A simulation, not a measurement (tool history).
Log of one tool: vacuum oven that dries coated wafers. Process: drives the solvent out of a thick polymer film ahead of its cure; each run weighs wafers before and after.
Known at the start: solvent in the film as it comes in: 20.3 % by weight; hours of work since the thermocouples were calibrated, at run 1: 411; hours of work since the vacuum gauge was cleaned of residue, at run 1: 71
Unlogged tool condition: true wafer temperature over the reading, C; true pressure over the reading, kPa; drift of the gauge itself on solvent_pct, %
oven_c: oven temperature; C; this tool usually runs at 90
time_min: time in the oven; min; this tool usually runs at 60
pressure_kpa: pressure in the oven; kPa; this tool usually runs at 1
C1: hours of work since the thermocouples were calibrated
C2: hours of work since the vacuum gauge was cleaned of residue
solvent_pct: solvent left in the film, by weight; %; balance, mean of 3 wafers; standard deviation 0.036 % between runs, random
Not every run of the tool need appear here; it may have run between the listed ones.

Run 1, hour 0: usual settings; C1 411; C2 71. Result: solvent_pct 1.14 %.
Run 2, hour 36.3: usual settings; C1 436; C2 96. Result: solvent_pct 1.12 %.
Run 3, hour 62: usual settings but oven_c 80 C; C1 453; C2 113. Result: solvent_pct 3.74 %.
Run 4, hour 91.3: usual settings but oven_c 80 C; C1 473; C2 133. Result: solvent_pct 3.79 %.
Run 5, hour 111: usual settings but oven_c 80 C; C1 486; C2 146. Result: solvent_pct 3.75 %.
Run 6, hour 146.1: usual settings but oven_c 80 C; C1 510; C2 170. Result: solvent_pct 3.81 %.
Run 7, hour 168.7: usual settings but oven_c 80 C; C1 525; C2 185. Result: solvent_pct 3.78 %.
Run 8, hour 196.2: usual settings but oven_c 80 C; C1 544; C2 204. Result: solvent_pct 3.8 %.
Run 9, hour 233.4: usual settings; C1 569; C2 229. Result: solvent_pct 1.17 %.
Run 10, hour 265.1: usual settings but time_min 56 min; C1 590; C2 250. Result: solvent_pct 1.28 %.
Run 11, hour 287.8: usual settings but time_min 56 min; C1 605; C2 266. Result: solvent_pct 1.33 %.
Run 12, hour 304.2: usual settings but time_min 56 min; C1 616; C2 277. Result: solvent_pct 1.35 %.
Run 13, hour 338.2: usual settings but time_min 56 min; C1 639; C2 300. Result: solvent_pct 1.4 %.
Run 14, hour 367.5: usual settings but time_min 56 min; C1 659; C2 319. Result: solvent_pct 1.37 %.
Run 15, hour 386.4: usual settings but time_min 56 min; C1 672; C2 332. Result: solvent_pct 1.36 %.
Run 16, hour 422.7: usual settings but time_min 33 min; C1 696; C2 357. Result: solvent_pct 3.41 %.
Run 17, hour 455.1: usual settings but time_min 33 min; C1 718; C2 379. Result: solvent_pct 3.42 %.
Run 18, hour 479.6: usual settings; C1 735; C2 395. Result: solvent_pct 1.2 %.
Run 19, hour 503.1: usual settings; C1 751; C2 411. Result: solvent_pct 1.22 %.
Run 20, hour 528.5: usual settings; C1 768; C2 428. Result: solvent_pct 1.25 %.
Run 21, hour 559.1: usual settings but oven_c 105 C; C1 788; C2 449. Result: solvent_pct 0.28 %.
Run 22, hour 586: usual settings; C1 807; C2 467. Result: solvent_pct 1.3 %.
Run 23, hour 612.2: usual settings; C1 824; C2 484. Result: solvent_pct 1.27 %.
Run 24, hour 638.1: usual settings; C1 842; C2 502. Result: solvent_pct 1.29 %.
Run 25, hour 675.5: usual settings but oven_c 77 C, time_min 78 min, pressure_kpa 0.77 kPa; C1 867; C2 527. Result: solvent_pct 3.69 %.
Run 26, hour 709.4: usual settings but oven_c 86 C, time_min 32 min, pressure_kpa 0.77 kPa; C1 890; C2 550. Result: solvent_pct 5.13 %.
Run 27, hour 744.1: usual settings but oven_c 100 C; C1 913; C2 573. Result: solvent_pct 0.39 %.
Run 28, hour 762.3: usual settings but oven_c 100 C, time_min 84 min, pressure_kpa 0.98 kPa; C1 925; C2 586. Result: solvent_pct 0.39 %.
Run 29, hour 786.5: usual settings but oven_c 100 C, time_min 84 min, pressure_kpa 0.71 kPa; C1 942; C2 602. Result: solvent_pct 0.22 %.
Run 30, hour 817.9: usual settings but oven_c 100 C, time_min 84 min, pressure_kpa 0.71 kPa; C1 963; C2 623. Result: solvent_pct 0.24 %.
Run 31, hour 850.8: usual settings but time_min 85 min, pressure_kpa 2.29 kPa; C1 985; C2 645. Result: solvent_pct 1.41 %.
Run 32, hour 866.8: usual settings but time_min 85 min, pressure_kpa 2.29 kPa; C1 996; C2 656. Result: solvent_pct 1.36 %.
Run 33, hour 887.5: usual settings but time_min 85 min, pressure_kpa 2.29 kPa; C1 1010; C2 670. Result: solvent_pct 1.36 %.
Run 34, hour 909.4: usual settings but oven_c 84 C, time_min 44 min, pressure_kpa 1.19 kPa; C1 1025; C2 685. Result: solvent_pct 4.38 %.
Run 35, hour 938.5: usual settings but oven_c 93 C, time_min 75 min, pressure_kpa 1.75 kPa; C1 1044; C2 705. Result: solvent_pct 0.97 %.
Run 36, hour 965.4: usual settings but time_min 96 min; C1 1062; C2 723. Result: solvent_pct 0.63 %.
Run 37, hour 997.8: usual settings but time_min 96 min; C1 1084; C2 745. Result: solvent_pct 0.6 %.
Run 38, hour 1032.2: usual settings but oven_c 81 C, pressure_kpa 0.68 kPa; C1 1108; C2 768. Result: solvent_pct 3.64 %.
Run 39, hour 1067.5: usual settings but oven_c 92 C, pressure_kpa 0.79 kPa; C1 1131; C2 792. Result: solvent_pct 1.01 %.
At hour 1083.5: oven's thermocouples calibrated.
Run 40, hour 1105.2: usual settings but oven_c 92 C, pressure_kpa 0.79 kPa; C1 15; C2 816. Result: solvent_pct 0.68 %.
Run 41, hour 1126.2: usual settings but oven_c 92 C, pressure_kpa 0.79 kPa; C1 29; C2 830. Result: solvent_pct 0.65 %.
Run 42, hour 1160.8: usual settings but time_min 63 min, pressure_kpa 0.65 kPa; C1 52; C2 853. Result: solvent_pct 0.8 %.
Run 43, hour 1181.2: usual settings but time_min 63 min, pressure_kpa 0.65 kPa; C1 66; C2 867. Result: solvent_pct 0.79 %.
Run 44, hour 1206.8: usual settings but oven_c 94 C, time_min 38 min, pressure_kpa 0.67 kPa; C1 83; C2 884. Result: solvent_pct 1.26 %.
Run 45, hour 1235.6: usual settings but oven_c 96 C, time_min 40 min, pressure_kpa 0.74 kPa; C1 103; C2 904. Result: solvent_pct 0.92 %.
Run 46, hour 1262.4: usual settings but oven_c 96 C, time_min 40 min, pressure_kpa 0.74 kPa; C1 121; C2 922. Result: solvent_pct 0.88 %.

What differs in the tool's unlogged condition from the final listed run ahead of each entry between runs to the first listed run following it?
After run 39, before run 40: oven's thermocouples calibrated (hour 1083.5)
  true wafer temperature over the reading, C: -2.47 -> 0.07; true pressure over the reading, kPa: 0.082 -> 0.085
  the result without the hidden state subtracted from the measured one, solvent_pct: +0.31 -> +0.03 %

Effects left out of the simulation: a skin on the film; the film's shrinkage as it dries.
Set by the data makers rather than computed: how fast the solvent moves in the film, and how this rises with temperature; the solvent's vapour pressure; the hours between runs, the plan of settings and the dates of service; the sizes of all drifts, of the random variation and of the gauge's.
